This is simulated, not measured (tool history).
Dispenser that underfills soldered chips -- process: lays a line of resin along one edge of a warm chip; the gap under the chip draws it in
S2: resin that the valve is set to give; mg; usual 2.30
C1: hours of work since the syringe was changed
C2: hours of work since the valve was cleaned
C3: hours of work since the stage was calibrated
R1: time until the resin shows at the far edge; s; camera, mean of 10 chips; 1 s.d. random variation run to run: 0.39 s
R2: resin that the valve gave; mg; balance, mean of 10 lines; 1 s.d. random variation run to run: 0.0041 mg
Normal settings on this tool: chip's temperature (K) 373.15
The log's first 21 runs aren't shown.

run 22 hour=118.5 | chip's_temperature_(K)=372.15 S2=2.71 | C1=5 C2=60 C3=220 | R1=31.7 R2=2.650
run 23 hour=122.4 | chip's_temperature_(K)=376.15 S2=2.36 | C1=7 C2=62 C3=223 | R1=29.8 R2=2.310
-- hour=124.0 new syringe of resin
-- hour=125.8 dispensing valve cleaned and set on the balance
run 24 hour=131.1 | chip's_temperature_(K)=370.15 S2=2.08 | C1=4 C2=3 C3=227 | R1=34.8 R2=2.070
run 25 hour=135.7 | chip's_temperature_(K)=365.15 S2=2.38 | C1=7 C2=6 C3=230 | R1=48.2 R2=2.364
-- hour=137.7 new syringe of resin
run 26 hour=142.5 | chip's_temperature_(K)=374.15 S2=2.98 | C1=3 C2=10 C3=234 | R1=27.1 R2=2.952
run 27 hour=146.5 | chip's_temperature_(K)=373.15 S2=2.79 | C1=6 C2=13 C3=237 | R1=31.4 R2=2.761
-- hour=150.3 new syringe of resin
run 28 hour=154.5 | chip's_temperature_(K)=380.15 S2=2.89 | C1=3 C2=17 C3=242 | R1=20.9 R2=2.847
run 29 hour=161.7 | chip's_temperature_(K)=360.15 S2=2.84 | C1=7 C2=22 C3=246 | R1=60.4 R2=2.796
-- hour=162.9 new syringe of resin
run 30 hour=168.1 | chip's_temperature_(K)=366.15 S2=2.05 | C1=3 C2=26 C3=250 | R1=41.5 R2=2.019
-- hour=175.5 new syringe of resin
run 31 hour=175.5 | chip's_temperature_(K)=376.15 S2=2.71 | C1=0 C2=30 C3=254 | R1=23.0 R2=2.653
run 32 hour=180.8 | chip's_temperature_(K)=376.15 S2=2.71 | C1=3 C2=33 C3=258 | R1=25.5 R2=2.658
run 33 hour=184.3 | chip's_temperature_(K)=377.15 S2=2.24 | C1=5 C2=36 C3=260 | R1=28.4 R2=2.192
-- hour=187.9 new syringe of resin
run 34 hour=191.6 | chip's_temperature_(K)=387.15 S2=2.55 | C1=2 C2=40 C3=264 | R1=15.0 R2=2.491
run 35 hour=199.5 | chip's_temperature_(K)=387.15 S2=2.55 | C1=7 C2=45 C3=269 | R1=18.5 R2=2.486

Consider 3 possible next runs. They are alternatives, not a sequence: every one starts from the tool as it was left by run 35. What does each give?
-- hour=200.4 new syringe of resin
run A hour=203.3 | chip's_temperature_(K)=373.15 S2=2.29 | C1=2 C2=47 C3=271 | R1=? R2=?
-- hour=200.4 new syringe of resin
run B hour=203.3 | chip's_temperature_(K)=359.15 S2=2.30 | C1=2 C2=47 C3=271 | R1=? R2=?
-- hour=200.4 new syringe of resin
run C hour=203.3 | chip's_temperature_(K)=366.15 S2=2.82 | C1=2 C2=47 C3=271 | R1=? R2=?

run=A R1=28.0 R2=2.235
run=B R1=52.7 R2=2.241
run=C R1=36.8 R2=2.754
With no hidden state in the tool, these same runs would have given:
run=A R1=25.0 R2=2.295
run=B R1=46.9 R2=2.300
run=C R1=32.9 R2=2.827
